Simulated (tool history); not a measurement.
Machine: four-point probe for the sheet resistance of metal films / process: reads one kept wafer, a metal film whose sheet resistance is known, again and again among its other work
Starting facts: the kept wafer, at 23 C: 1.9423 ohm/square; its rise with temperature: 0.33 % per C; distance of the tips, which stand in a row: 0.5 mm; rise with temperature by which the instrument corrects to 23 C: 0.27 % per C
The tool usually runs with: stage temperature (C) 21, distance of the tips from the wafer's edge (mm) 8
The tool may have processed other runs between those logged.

run,hour,stage temperature (C),distance of the tips from the wafer's edge (mm),sheet resistance as the instrument gives it (ohm/square)
1,0,21,8,1.950148
2,7.9,21,20,1.947596
3,15.4,21,20,1.946815
4,30.1,21,10,1.94812
5,38.8,21,8,1.950005
6,50,21,8,1.949769
7,56.6,21,6,1.953038
8,68.2,21,6,1.95274
9,74.4,21,6,1.952497
10,86.9,21,67,1.945669
11,101.3,21,67,1.945496
12,107.7,35,67,1.962941
13,117.9,35,67,1.962901
14,125.3,21,8,1.949589
15,138.1,21,5,1.957978
16,149.5,21,16,1.948447
17,162.9,21,16,1.948749
18,177.2,21,41,1.947103
19,186.6,21,52,1.941724
20,197.3,33,52,1.957171
21,205.5,33,52,1.957562
22,219.6,21,8,1.946258
23,226.1,20,3,1.969355
24,236.9,23,70,1.944689
25,247.5,19,8,1.943199
26,258.6,19,8,1.943332
27,270.3,19,8,1.943551
28,285.2,21,69,1.941503
29,292.3,21,4,1.957614
30,302.3,22,34,1.943292
31,315,22,4,1.9595
32,330.2,19,5,1.949051
33,345.2,21,6,1.948475
34,357.9,28,18,1.951002
35,365.7,28,18,1.951502
36,375.8,21,30,1.941847
37,382.6,27,11,1.951009
38,391.9,27,11,1.95106
39,402.8,30,9,1.956228
40,417.1,30,9,1.955452
41,424.7,30,9,1.955489
42,432,32,18,1.956073
43,439.8,34,5,1.967552
44,451.8,27,3,1.977119

Between the runs listed above, the log contained 2 entries, not reproduced here. Where in the sequence does each belong, and how does what the log doesn't record of the tool's condition differ from the listed run before to the listed run after?
After run 14, before run 15: stage's thermometer calibrated (hour 127.8)
  inner tips' distance over the nominal, %: 0.112 -> 0.109; wafer's true temperature over the reading, C: 0.53 -> 0.87
  what was measured, less what the result would be without the hidden state, sheet resistance as the instrument gives it (ohm/square): +0.005808 -> +0.00799
After run 18, before run 19: stage's thermometer calibrated, once more (hour 179.6)
  inner tips' distance over the nominal, %: 0.097 -> 0.094; wafer's true temperature over the reading, C: 0.88 -> 0.06
  what was measured, less what the result would be without the hidden state, sheet resistance as the instrument gives it (ohm/square): +0.007754 -> +0.002385
